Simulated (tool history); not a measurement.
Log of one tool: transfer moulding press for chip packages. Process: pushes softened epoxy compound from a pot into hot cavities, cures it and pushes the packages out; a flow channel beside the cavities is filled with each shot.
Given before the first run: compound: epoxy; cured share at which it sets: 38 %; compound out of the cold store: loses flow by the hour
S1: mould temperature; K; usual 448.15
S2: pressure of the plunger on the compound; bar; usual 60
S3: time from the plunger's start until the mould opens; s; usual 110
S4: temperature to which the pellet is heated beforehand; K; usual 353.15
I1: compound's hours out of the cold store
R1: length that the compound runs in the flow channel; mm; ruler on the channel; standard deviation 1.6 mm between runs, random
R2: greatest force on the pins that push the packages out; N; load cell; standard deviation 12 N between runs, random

{"run": 1, "hour": 0.0, "S1": 448.15, "S2": 60, "S3": 110, "S4": 353.15, "I1": 8.4, "R1": 647, "R2": 773}
{"run": 2, "hour": 13.5, "S1": 448.15, "S2": 60, "S3": 110, "S4": 353.15, "I1": 10.5, "R1": 636, "R2": 857}
{"hour": 30.9, "done": "plunger's sealing rings changed"}
{"run": 3, "hour": 39.3, "S1": 448.15, "S2": 60, "S3": 110, "S4": 353.15, "I1": 29, "R1": 614, "R2": 962}
{"run": 4, "hour": 65.5, "S1": 448.15, "S2": 60, "S3": 110, "S4": 353.15, "I1": 30.8, "R1": 607, "R2": 948}
{"run": 5, "hour": 89.7, "S1": 448.15, "S2": 59.9, "S3": 110, "S4": 353.15, "I1": 35.3, "R1": 594, "R2": 1071}
{"hour": 105.7, "done": "cavities cleaned with cleaning compound and waxed"}
{"run": 6, "hour": 116.3, "S1": 448.15, "S2": 59.9, "S3": 110, "S4": 353.15, "I1": 17, "R1": 638, "R2": 738}
{"run": 7, "hour": 139.8, "S1": 448.15, "S2": 59.9, "S3": 110, "S4": 353.15, "I1": 34.9, "R1": 594, "R2": 864}
{"run": 8, "hour": 163.9, "S1": 448.15, "S2": 59.9, "S3": 110, "S4": 353.15, "I1": 45.5, "R1": 567, "R2": 964}
{"run": 9, "hour": 187.3, "S1": 448.15, "S2": 59.9, "S3": 110, "S4": 353.15, "I1": 31.9, "R1": 597, "R2": 1066}
{"run": 10, "hour": 204.9, "S1": 448.15, "S2": 59.9, "S3": 110, "S4": 353.15, "I1": 39.2, "R1": 578, "R2": 1057}
{"hour": 218.4, "done": "cavities cleaned with cleaning compound and waxed"}
{"run": 11, "hour": 229.4, "S1": 448.15, "S2": 59.9, "S3": 110, "S4": 353.15, "I1": 9.9, "R1": 654, "R2": 774}
{"hour": 245.5, "done": "mould's thermocouples calibrated"}
{"run": 12, "hour": 245.5, "S1": 448.15, "S2": 60, "S3": 110, "S4": 353.15, "I1": 13.8, "R1": 638, "R2": 842}
{"run": 13, "hour": 266.5, "S1": 448.15, "S2": 60, "S3": 110, "S4": 353.15, "I1": 34.6, "R1": 584, "R2": 920}
{"run": 14, "hour": 292.4, "S1": 448.15, "S2": 60, "S3": 110, "S4": 353.15, "I1": 27.9, "R1": 601, "R2": 978}
{"run": 15, "hour": 305.7, "S1": 448.15, "S2": 45.3, "S3": 94, "S4": 353.15, "I1": 21.6, "R1": 537, "R2": 1532}
{"run": 16, "hour": 324.0, "S1": 448.15, "S2": 45.3, "S3": 116, "S4": 353.15, "I1": 36.3, "R1": 503, "R2": 919}
{"hour": 333.5, "done": "cavities cleaned with cleaning compound and waxed"}
{"run": 17, "hour": 345.1, "S1": 448.15, "S2": 55.2, "S3": 116, "S4": 347.15, "I1": 33.4, "R1": 560, "R2": 625}
{"run": 18, "hour": 355.9, "S1": 448.15, "S2": 60, "S3": 110, "S4": 352.15, "I1": 28.8, "R1": 593, "R2": 770}
{"run": 19, "hour": 375.3, "S1": 448.15, "S2": 60, "S3": 110, "S4": 358.15, "I1": 35.8, "R1": 578, "R2": 855}
{"run": 20, "hour": 399.7, "S1": 447.15, "S2": 60, "S3": 101, "S4": 353.15, "I1": 24.4, "R1": 602, "R2": 1303}
{"run": 21, "hour": 424.7, "S1": 452.15, "S2": 60, "S3": 110, "S4": 349.15, "I1": 32.2, "R1": 572, "R2": 875}
{"run": 22, "hour": 444.3, "S1": 445.15, "S2": 60, "S3": 123, "S4": 347.15, "I1": 39.9, "R1": 571, "R2": 1018}
{"hour": 447.9, "done": "cavities cleaned with cleaning compound and waxed"}
{"hour": 456.7, "done": "plunger's sealing rings changed"}
{"run": 23, "hour": 472.0, "S1": 452.15, "S2": 65.5, "S3": 123, "S4": 347.15, "I1": 43.4, "R1": 596, "R2": 555}
{"run": 24, "hour": 491.2, "S1": 454.15, "S2": 60, "S3": 119, "S4": 353.15, "I1": 20.1, "R1": 620, "R2": 636}
{"run": 25, "hour": 514.1, "S1": 443.15, "S2": 60, "S3": 97, "S4": 349.15, "I1": 32, "R1": 615, "R2": 1909}
{"run": 26, "hour": 525.4, "S1": 443.15, "S2": 60, "S3": 97, "S4": 349.15, "I1": 43, "R1": 589, "R2": 1875}
{"run": 27, "hour": 547.6, "S1": 448.15, "S2": 52.6, "S3": 110, "S4": 353.15, "I1": 13.2, "R1": 611, "R2": 1101}
{"hour": 564.5, "done": "cavities cleaned with cleaning compound and waxed"}
{"run": 28, "hour": 569.6, "S1": 448.15, "S2": 52.6, "S3": 110, "S4": 353.15, "I1": 18, "R1": 592, "R2": 663}

Consider 4 possible next runs. They are alternatives, not a sequence: every one starts from the tool as it was left by run 28. What does each give?
{"run": "A", "hour": 591.0, "S1": 448.15, "S2": 52.6, "S3": 110, "S4": 346.15, "I1": 11.9, "R1": "?", "R2": "?"}
{"run": "B", "hour": 591.0, "S1": 448.15, "S2": 62, "S3": 110, "S4": 359.15, "I1": 20.5, "R1": "?", "R2": "?"}
{"run": "C", "hour": 591.0, "S1": 448.15, "S2": 60, "S3": 110, "S4": 351.15, "I1": 24.1, "R1": "?", "R2": "?"}
{"run": "D", "hour": 591.0, "S1": 455.15, "S2": 52.6, "S3": 110, "S4": 344.15, "I1": 15.1, "R1": "?", "R2": "?"}

run=A R1=609 R2=880
run=B R1=636 R2=834
run=C R1=621 R2=840
run=D R1=585 R2=635
Take away the tool's hidden state, keep each run's random variation, and the runs would have read:
run=A R1=617 R2=622
run=B R1=645 R2=589
run=C R1=629 R2=594
run=D R1=592 R2=454

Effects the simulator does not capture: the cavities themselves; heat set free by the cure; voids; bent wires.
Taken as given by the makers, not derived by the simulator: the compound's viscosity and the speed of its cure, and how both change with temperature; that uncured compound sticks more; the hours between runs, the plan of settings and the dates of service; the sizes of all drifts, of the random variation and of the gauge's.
